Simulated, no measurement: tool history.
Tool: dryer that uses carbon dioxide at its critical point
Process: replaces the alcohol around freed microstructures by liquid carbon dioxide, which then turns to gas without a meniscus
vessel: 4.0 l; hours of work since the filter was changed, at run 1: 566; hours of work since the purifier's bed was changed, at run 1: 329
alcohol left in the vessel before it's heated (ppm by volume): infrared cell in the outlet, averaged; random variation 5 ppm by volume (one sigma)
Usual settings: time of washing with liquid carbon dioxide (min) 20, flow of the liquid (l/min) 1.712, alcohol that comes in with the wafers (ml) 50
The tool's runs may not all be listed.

run	day	time of washing with liquid carbon dioxide (min)	flow of the liquid (l/min)	alcohol that comes in with the wafers (ml)	hours of work since the filter was changed	hours of work since the purifier's bed was changed	alcohol left in the vessel before it's heated (ppm by volume)
1	0.000	20	1.712	50	566	329	106
2	0.662	17	1.712	50	575	338	159
3	1.108	17	1.712	50	581	344	159
4	1.583	20	1.712	50	588	350	110
# day 2.029: inlet filter changed
5	2.029	24	1.712	50	0	356	65
6	2.812	20	1.712	50	11	367	87
7	3.412	20	1.712	50	19	375	80
8	4.008	20	1.712	50	27	383	96
9	4.625	20	1.712	50	36	391	88
10	5.321	20	1.712	50	45	401	91
11	5.708	20	1.712	50	51	406	88
12	6.429	20	1.712	50	60	416	88
13	6.946	20	1.712	50	68	423	90
14	7.400	20	1.050	50	74	430	294
15	7.833	20	1.780	50	80	436	93
16	8.533	20	1.900	50	89	445	96
17	9.133	14	1.780	107	98	453	288
18	9.892	14	1.780	107	108	464	288
19	10.246	14	1.780	107	113	469	306
20	10.679	14	1.220	70	119	475	758
21	11.092	16	1.260	70	124	480	457
22	11.600	26	1.260	70	131	487	121
23	12.350	26	2.690	50	142	498	92
24	12.892	26	2.690	50	149	505	88
25	13.583	20	1.110	32	159	514	207
26	13.942	20	1.110	32	164	519	217
27	14.354	18	1.720	111	169	525	171
28	14.950	18	1.720	111	177	533	169

Forecast each of these 5 alternatives for the next run:
A	15.300	26	1.760	72	182	538	?
B	15.300	19	1.720	79	182	538	?
C	15.300	13	1.430	21	182	538	?
D	15.300	30	1.720	102	182	538	?
E	15.300	22	1.920	33	182	538	?

run	alcohol left in the vessel before it's heated (ppm by volume)
A	102
B	135
C	248
D	89
E	93
Without the tool's hidden state the same runs would have given:
run	alcohol left in the vessel before it's heated (ppm by volume)
A	6
B	33
C	127
D	0
E	1
